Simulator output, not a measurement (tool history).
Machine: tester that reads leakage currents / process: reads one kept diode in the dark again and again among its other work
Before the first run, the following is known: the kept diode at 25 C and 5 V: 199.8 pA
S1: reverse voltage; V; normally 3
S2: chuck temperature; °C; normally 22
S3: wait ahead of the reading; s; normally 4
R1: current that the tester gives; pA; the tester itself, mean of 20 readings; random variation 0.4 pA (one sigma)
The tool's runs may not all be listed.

run,hour,S1,S2,S3,R1
1,0,3,22,4,141.02
2,54.6,1.07,22,4,98.37
3,102.9,1.07,22,4,98.81
# hour 134.5: probe card cleaned and baked
4,168.5,1.07,22,4,99.82
5,232.5,3,22,0.54,146.73
# hour 269.2: probe card cleaned and baked, once more
6,294.2,3,22,0.54,144.01
7,330.8,3,29,4,244.02
8,399.8,1.13,22,4,102.4
9,436.9,1.13,22,4,103.21
10,511.8,1.13,22,4,104.78
11,560.4,3,22,4,146.2
12,597.5,3,22,4,146.7
13,668.6,3,22,0.53,149.6
14,717.6,3,22,0.53,150.38
15,767.7,3,22,0.53,151.84
16,806.7,3,22,4,150.8
17,866.3,3,32,0.36,327.39
18,900.1,1.24,53,0.76,1026.33
# hour 910.7: chuck's temperature calibrated
19,939.4,3,22,2.33,134.27
20,1006.6,3,47,1.35,846.79
21,1064.7,3,47,1.35,855.06

For run 22, what comes out?
22,1117.5,19.55,58,2.03,?

For run 22 the tool returned R1 3330.48 pA.
Had the tool carried no hidden state, the very same run would have given R1 3269.01 pA.
